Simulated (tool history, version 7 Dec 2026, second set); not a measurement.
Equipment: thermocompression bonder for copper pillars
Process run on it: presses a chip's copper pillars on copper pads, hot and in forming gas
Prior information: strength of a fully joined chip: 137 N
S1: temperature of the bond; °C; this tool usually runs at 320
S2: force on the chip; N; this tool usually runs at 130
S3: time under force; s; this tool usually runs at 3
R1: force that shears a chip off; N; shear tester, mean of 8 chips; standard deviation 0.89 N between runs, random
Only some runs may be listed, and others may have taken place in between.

Run 1, hour 0: usual settings. Result: R1 71.7 N.
Run 2, hour 93.7: usual settings. Result: R1 71.2 N.
Run 3, hour 183.1: usual settings. Result: R1 70.1 N.
Run 4, hour 251.9: usual settings but S2 109 N. Result: R1 62 N.
Run 5, hour 328.1: usual settings but S2 109 N. Result: R1 60.4 N.
At hour 394.3: forming gas filter changed.
Run 6, hour 394.3: usual settings but S1 346 °C. Result: R1 91.7 N.
At hour 410.1: heater calibrated with a thermocouple chip.
At hour 448.3: force cell calibrated.
Run 7, hour 496.9: usual settings but S1 346 °C. Result: R1 88 N.
Run 8, hour 539.2: usual settings but S1 346 °C. Result: R1 86.7 N.
Run 9, hour 600.1: usual settings but S1 346 °C. Result: R1 85.1 N.
Run 10, hour 662.9: usual settings but S2 84 N. Result: R1 50.4 N.
Run 11, hour 737.6: usual settings but S2 84 N. Result: R1 50.1 N.
Run 12, hour 827: usual settings but S1 319 °C. Result: R1 67.3 N.
Run 13, hour 884.8: usual settings but S1 319 °C. Result: R1 68.1 N.
At hour 904.2: forming gas filter changed.
Run 14, hour 966.1: usual settings but S1 319 °C, S3 4 s. Result: R1 79 N.
Run 15, hour 1026.9: usual settings but S1 319 °C, S2 122 N, S3 2 s. Result: R1 59.5 N.
Run 16, hour 1105.6: usual settings but S3 2 s. Result: R1 61.8 N.
Run 17, hour 1158.6: usual settings but S1 298 °C, S2 153 N. Result: R1 64.9 N.
Run 18, hour 1259.5: usual settings but S1 298 °C, S2 153 N. Result: R1 64.3 N.
Run 19, hour 1341.4: usual settings but S2 137 N. Result: R1 70.6 N.
Run 20, hour 1388.5: usual settings but S1 311 °C, S2 137 N, S3 9 s. Result: R1 91.2 N.
At hour 1416.1: forming gas filter changed.
Run 21, hour 1463.2: usual settings but S2 122 N, S3 2 s. Result: R1 59.9 N.
Run 22, hour 1539.3: usual settings but S1 339 °C, S2 154 N, S3 2 s. Result: R1 86.1 N.
Run 23, hour 1584.2: usual settings but S1 337 °C, S2 122 N, S3 2 s. Result: R1 67.9 N.
Run 24, hour 1667.4: usual settings but S1 337 °C, S2 122 N, S3 2 s. Result: R1 67.5 N.
Run 25, hour 1734.1: usual settings but S2 115 N. Result: R1 65.6 N.
Run 26, hour 1793.4: usual settings but S2 115 N. Result: R1 64.2 N.

Forecast each of these 5 alternatives for the next run:
Run A, hour 1855.2: usual settings but S2 89 N, S3 6 s. Result: R1 ?.
Run B, hour 1855.2: usual settings but S1 311 °C, S2 182 N. Result: R1 ?.
Run C, hour 1855.2: usual settings but S1 318 °C, S2 109 N. Result: R1 ?.
Run D, hour 1855.2: usual settings but S2 120 N. Result: R1 ?.
Run E, hour 1855.2: usual settings but S2 115 N. Result: R1 ?.

run    R1
  A  66.7
  B  81.2
  C    60
  D  64.1
  E    64
Without the tool's hidden state the same runs would have given:
run    R1
  A  71.7
  B  87.3
  C  64.5
  D  68.9
  E  68.8
